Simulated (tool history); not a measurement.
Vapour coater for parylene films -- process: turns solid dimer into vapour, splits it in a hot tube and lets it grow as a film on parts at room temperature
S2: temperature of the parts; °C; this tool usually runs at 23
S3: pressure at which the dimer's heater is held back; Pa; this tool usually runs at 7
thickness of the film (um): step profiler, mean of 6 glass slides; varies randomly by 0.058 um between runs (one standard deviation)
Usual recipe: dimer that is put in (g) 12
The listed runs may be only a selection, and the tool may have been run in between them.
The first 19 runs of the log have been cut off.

-- hour=849.2 trap's valve overhauled
run 20 hour=899.2 | dimer_that_is_put_in_(g)=12 S2=23 S3=7 | thickness_of_the_film_(um)=6.74
run 21 hour=966.1 | dimer_that_is_put_in_(g)=12 S2=23 S3=7 | thickness_of_the_film_(um)=6.79
run 22 hour=1020.3 | dimer_that_is_put_in_(g)=12 S2=23 S3=7 | thickness_of_the_film_(um)=6.74
run 23 hour=1065.7 | dimer_that_is_put_in_(g)=12 S2=23 S3=7 | thickness_of_the_film_(um)=6.74
run 24 hour=1100.9 | dimer_that_is_put_in_(g)=12 S2=23 S3=7 | thickness_of_the_film_(um)=6.77
run 25 hour=1128.3 | dimer_that_is_put_in_(g)=22 S2=34 S3=4.24 | thickness_of_the_film_(um)=10.48
run 26 hour=1162 | dimer_that_is_put_in_(g)=6 S2=34 S3=4.24 | thickness_of_the_film_(um)=2.81
run 27 hour=1221.9 | dimer_that_is_put_in_(g)=6 S2=32 S3=4.24 | thickness_of_the_film_(um)=2.98
run 28 hour=1289.4 | dimer_that_is_put_in_(g)=19 S2=32 S3=4.79 | thickness_of_the_film_(um)=9.12
run 29 hour=1323.6 | dimer_that_is_put_in_(g)=19 S2=32 S3=4.79 | thickness_of_the_film_(um)=9.17
run 30 hour=1351.5 | dimer_that_is_put_in_(g)=8 S2=27 S3=10.45 | thickness_of_the_film_(um)=3.83
run 31 hour=1395.2 | dimer_that_is_put_in_(g)=17 S2=31 S3=5.22 | thickness_of_the_film_(um)=8.29
-- hour=1439.3 trap's valve overhauled
run 32 hour=1466.5 | dimer_that_is_put_in_(g)=6 S2=31 S3=7.29 | thickness_of_the_film_(um)=2.71

What will run 33 give?
run 33 hour=1497.2 | dimer_that_is_put_in_(g)=6 S2=31 S3=7.29 | thickness_of_the_film_(um)=?

{"run 33": {"thickness of the film (um)": 2.86}}
Without the tool's hidden state the same run would have given thickness of the film (um) 2.86.
